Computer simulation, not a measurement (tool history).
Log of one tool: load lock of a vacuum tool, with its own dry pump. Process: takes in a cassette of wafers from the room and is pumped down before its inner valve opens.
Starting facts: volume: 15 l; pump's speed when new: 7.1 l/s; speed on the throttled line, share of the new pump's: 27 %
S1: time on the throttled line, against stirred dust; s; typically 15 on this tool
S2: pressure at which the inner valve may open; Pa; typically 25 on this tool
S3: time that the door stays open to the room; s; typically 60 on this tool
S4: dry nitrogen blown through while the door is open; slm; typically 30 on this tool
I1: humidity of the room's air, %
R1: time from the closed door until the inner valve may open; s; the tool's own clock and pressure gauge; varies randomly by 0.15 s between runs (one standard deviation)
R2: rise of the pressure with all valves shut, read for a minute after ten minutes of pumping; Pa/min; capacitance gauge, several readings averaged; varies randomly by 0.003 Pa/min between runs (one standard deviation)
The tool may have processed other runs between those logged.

run 1 day=0.000 | S1=15 S2=25 S3=60 S4=30 | I1=47.5 | R1=31.2 R2=0.070
run 2 day=13.733 | S1=15 S2=25 S3=60 S4=30 | I1=43.9 | R1=31.3 R2=0.070
run 3 day=31.508 | S1=15 S2=25 S3=60 S4=30 | I1=44.0 | R1=31.6 R2=0.079
run 4 day=56.621 | S1=15 S2=25 S3=60 S4=30 | I1=47.0 | R1=31.9 R2=0.098
run 5 day=74.754 | S1=15 S2=25 S3=41 S4=30 | I1=45.3 | R1=31.9 R2=0.096
run 6 day=97.942 | S1=15 S2=25 S3=60 S4=30 | I1=42.7 | R1=31.9 R2=0.118
-- day=120.925 dry pump taken out, an overhauled one fitted
run 7 day=120.971 | S1=15 S2=25 S3=60 S4=30 | I1=41.0 | R1=28.7 R2=0.135
run 8 day=145.183 | S1=15 S2=25 S3=60 S4=30 | I1=47.8 | R1=29.0 R2=0.165
run 9 day=167.183 | S1=15 S2=25 S3=60 S4=30 | I1=46.2 | R1=28.9 R2=0.174
run 10 day=178.508 | S1=15 S2=25 S3=60 S4=30 | I1=45.3 | R1=28.8 R2=0.187
run 11 day=200.312 | S1=15 S2=19 S3=60 S4=9 | I1=46.5 | R1=30.0 R2=0.239
run 12 day=223.896 | S1=15 S2=19 S3=60 S4=9 | I1=45.9 | R1=29.6 R2=0.261
run 13 day=245.129 | S1=8 S2=19 S3=60 S4=23 | I1=45.0 | R1=24.9 R2=0.275
-- day=248.592 door's seal changed, seat wiped
run 14 day=259.475 | S1=8 S2=19 S3=60 S4=23 | I1=44.3 | R1=25.2 R2=0.053
run 15 day=275.004 | S1=10 S2=20 S3=60 S4=30 | I1=41.1 | R1=26.3 R2=0.048
run 16 day=295.829 | S1=15 S2=25 S3=60 S4=25 | I1=48.0 | R1=29.3 R2=0.067
run 17 day=313.742 | S1=12 S2=29 S3=161 S4=30 | I1=44.2 | R1=27.1 R2=0.116
run 18 day=332.483 | S1=27 S2=25 S3=60 S4=18 | I1=45.7 | R1=38.5 R2=0.088
run 19 day=357.208 | S1=15 S2=47 S3=60 S4=25 | I1=45.7 | R1=28.2 R2=0.089
run 20 day=380.721 | S1=15 S2=47 S3=60 S4=25 | I1=45.2 | R1=28.4 R2=0.102

The logged runs with the hidden state left out (each run's random variation unchanged):
What the log doesn't record here: pump's speed, % of a new pump's; leak at the door's seal, Pa l/s; drift of the gauge itself on ready_s, %; drift of the gauge itself on rise_pa_min, %.
run=1 R1=28.3 R2=0.054
run=2 R1=28.2 R2=0.048
run=3 R1=28.4 R2=0.048
run=4 R1=28.6 R2=0.052
run=5 R1=28.5 R2=0.038
run=6 R1=28.4 R2=0.045
run=7 R1=28.4 R2=0.045
run=8 R1=28.5 R2=0.054
run=9 R1=28.4 R2=0.047
run=10 R1=28.3 R2=0.047
run=11 R1=29.3 R2=0.078
run=12 R1=28.8 R2=0.077
run=13 R1=23.9 R2=0.059
run=14 R1=24.2 R2=0.053
run=15 R1=25.2 R2=0.044
run=16 R1=28.3 R2=0.055
run=17 R1=25.9 R2=0.098
run=18 R1=37.6 R2=0.063
run=19 R1=27.1 R2=0.053
run=20 R1=27.2 R2=0.053

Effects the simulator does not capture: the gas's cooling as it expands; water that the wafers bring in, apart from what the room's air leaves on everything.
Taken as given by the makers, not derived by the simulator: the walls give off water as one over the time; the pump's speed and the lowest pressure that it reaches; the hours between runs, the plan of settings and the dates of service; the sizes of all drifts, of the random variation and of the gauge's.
